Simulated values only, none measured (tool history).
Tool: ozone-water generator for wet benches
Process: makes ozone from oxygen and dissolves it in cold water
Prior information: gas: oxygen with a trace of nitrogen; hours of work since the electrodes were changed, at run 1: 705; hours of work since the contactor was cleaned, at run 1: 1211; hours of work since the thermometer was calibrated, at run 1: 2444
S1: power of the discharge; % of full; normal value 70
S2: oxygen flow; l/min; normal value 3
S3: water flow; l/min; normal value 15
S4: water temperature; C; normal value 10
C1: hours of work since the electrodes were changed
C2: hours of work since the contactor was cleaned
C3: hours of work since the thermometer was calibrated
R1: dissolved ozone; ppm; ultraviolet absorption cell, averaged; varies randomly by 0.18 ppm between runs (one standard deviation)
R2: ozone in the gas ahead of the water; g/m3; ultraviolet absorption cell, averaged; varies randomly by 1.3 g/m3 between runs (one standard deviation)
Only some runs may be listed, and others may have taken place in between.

Run 1, hour 0: usual settings; C1 705; C2 1211; C3 2444. Result: R1 24.1 ppm, R2 242.2 g/m3.
Run 2, hour 36.1: usual settings; C1 728; C2 1234; C3 2467. Result: R1 24.3 ppm, R2 241.4 g/m3.
Run 3, hour 55.5: usual settings; C1 741; C2 1247; C3 2480. Result: R1 24.4 ppm, R2 243.4 g/m3.
Run 4, hour 88.9: usual settings but S4 6 C; C1 763; C2 1269; C3 2502. Result: R1 24.9 ppm, R2 241.5 g/m3.
Run 5, hour 128.7: usual settings; C1 789; C2 1295; C3 2528. Result: R1 24.3 ppm, R2 241.5 g/m3.
Run 6, hour 149.1: usual settings but S3 10 l/min; C1 802; C2 1308; C3 2541. Result: R1 33.6 ppm, R2 241.4 g/m3.
Run 7, hour 178.1: usual settings; C1 821; C2 1327; C3 2560. Result: R1 24.3 ppm, R2 242.9 g/m3.
Run 8, hour 209.7: usual settings; C1 841; C2 1348; C3 2580. Result: R1 24.2 ppm, R2 240.5 g/m3.
Run 9, hour 245.2: usual settings; C1 864; C2 1371; C3 2604. Result: R1 24.1 ppm, R2 239.4 g/m3.
Run 10, hour 262.8: usual settings; C1 876; C2 1382; C3 2615. Result: R1 24.5 ppm, R2 242 g/m3.
Run 11, hour 292.7: usual settings but S1 73 % of full, S2 2.09 l/min, S3 23 l/min, S4 5 C; C1 895; C2 1402; C3 2634. Result: R1 16.8 ppm, R2 320 g/m3.
Run 12, hour 327.1: usual settings but S1 45 % of full, S2 1.85 l/min, S3 20 l/min, S4 8 C; C1 918; C2 1424; C3 2657. Result: R1 14.5 ppm, R2 269 g/m3.
Run 13, hour 366.1: usual settings but S1 45 % of full, S2 3.19 l/min, S3 12 l/min, S4 6 C; C1 943; C2 1449; C3 2682. Result: R1 23.8 ppm, R2 183.8 g/m3.
Run 14, hour 404.2: usual settings but S3 21 l/min, S4 7 C; C1 968; C2 1474; C3 2707. Result: R1 18.2 ppm, R2 241 g/m3.
Run 15, hour 420.9: usual settings but S1 52 % of full, S2 4.84 l/min, S3 11 l/min; C1 979; C2 1485; C3 2718. Result: R1 24.6 ppm, R2 148.2 g/m3.
Run 16, hour 452.1: usual settings but S1 77 % of full, S2 4.51 l/min; C1 999; C2 1505; C3 2738. Result: R1 24.6 ppm, R2 191.6 g/m3.
Run 17, hour 475.8: usual settings but S1 77 % of full, S2 4.51 l/min, S3 22 l/min, S4 15 C; C1 1015; C2 1521; C3 2754. Result: R1 17 ppm, R2 190.4 g/m3.
Run 18, hour 502.6: usual settings but S1 77 % of full, S2 4.51 l/min, S3 22 l/min, S4 11 C; C1 1032; C2 1538; C3 2771. Result: R1 18 ppm, R2 190.5 g/m3.
Run 19, hour 535.8: usual settings but S1 51 % of full, S2 2.5 l/min; C1 1054; C2 1560; C3 2793. Result: R1 20.3 ppm, R2 232.1 g/m3.
Run 20, hour 561: usual settings but S1 51 % of full, S2 2.5 l/min; C1 1070; C2 1576; C3 2809. Result: R1 20.6 ppm, R2 232.7 g/m3.

Forecast each of these 3 alternatives for the next run:
Run A, hour 582.6: usual settings but S1 49 % of full, S2 1.82 l/min; C1 1084; C2 1590; C3 2823. Result: R1 ?, R2 ?.
Run B, hour 582.6: usual settings but S1 55 % of full, S2 2.5 l/min, S3 9 l/min; C1 1084; C2 1590; C3 2823. Result: R1 ?, R2 ?.
Run C, hour 582.6: usual settings but S1 53 % of full, S2 2.5 l/min, S3 13 l/min, S4 16 C; C1 1084; C2 1590; C3 2823. Result: R1 ?, R2 ?.

run    R1     R2
  A  19.6  283.6
  B  32.4  239.8
  C  22.2  236.4
What these runs would have given with no unlogged condition in the tool:
run    R1     R2
  A  20.2  286.5
  B  33.4  242.4
  C  22.9  238.9

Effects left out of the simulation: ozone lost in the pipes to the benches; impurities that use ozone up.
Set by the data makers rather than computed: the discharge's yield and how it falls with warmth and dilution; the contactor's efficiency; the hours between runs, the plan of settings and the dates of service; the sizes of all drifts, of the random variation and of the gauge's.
